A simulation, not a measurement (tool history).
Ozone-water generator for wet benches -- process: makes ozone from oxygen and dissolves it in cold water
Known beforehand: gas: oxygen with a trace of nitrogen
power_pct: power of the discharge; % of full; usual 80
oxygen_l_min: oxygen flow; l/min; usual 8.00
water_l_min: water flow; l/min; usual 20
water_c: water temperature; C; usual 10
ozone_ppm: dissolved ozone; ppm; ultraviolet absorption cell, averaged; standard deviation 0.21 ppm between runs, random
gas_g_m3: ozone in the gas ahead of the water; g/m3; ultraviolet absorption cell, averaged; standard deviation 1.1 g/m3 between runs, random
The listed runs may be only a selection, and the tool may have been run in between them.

| run | day | power_pct | oxygen_l_min | water_l_min | water_c | ozone_ppm | gas_g_m3 |
|---|---|---|---|---|---|---|---|
| 1 | 0.000 | 80 | 8.00 | 20 | 10 | 28.1 | 177.4 |
| 2 | 2.446 | 80 | 8.00 | 20 | 6 | 29.0 | 176.4 |
| 3 | 5.946 | 80 | 8.00 | 20 | 10 | 27.3 | 175.6 |
| 4 | 7.608 | 80 | 8.00 | 20 | 10 | 27.5 | 175.9 |
| 5 | 10.017 | 80 | 8.00 | 20 | 10 | 27.6 | 176.2 |
| 6 | 12.167 | 80 | 8.00 | 20 | 10 | 27.1 | 175.2 |
|  | 12.446 | water thermometer calibrated |
| 7 | 14.550 | 76 | 5.28 | 20 | 10 | 23.8 | 194.6 |
| 8 | 16.633 | 76 | 5.28 | 20 | 10 | 23.9 | 194.0 |

Forecast run 9:
| 9 | 18.262 | 76 | 5.28 | 20 | 10 | ? | ? |

ozone_ppm: 23.9 ppm
gas_g_m3: 193.7 g/m3
Without the tool's hidden state the same run would have given ozone_ppm 26.3 ppm, gas_g_m3 208.6 g/m3.

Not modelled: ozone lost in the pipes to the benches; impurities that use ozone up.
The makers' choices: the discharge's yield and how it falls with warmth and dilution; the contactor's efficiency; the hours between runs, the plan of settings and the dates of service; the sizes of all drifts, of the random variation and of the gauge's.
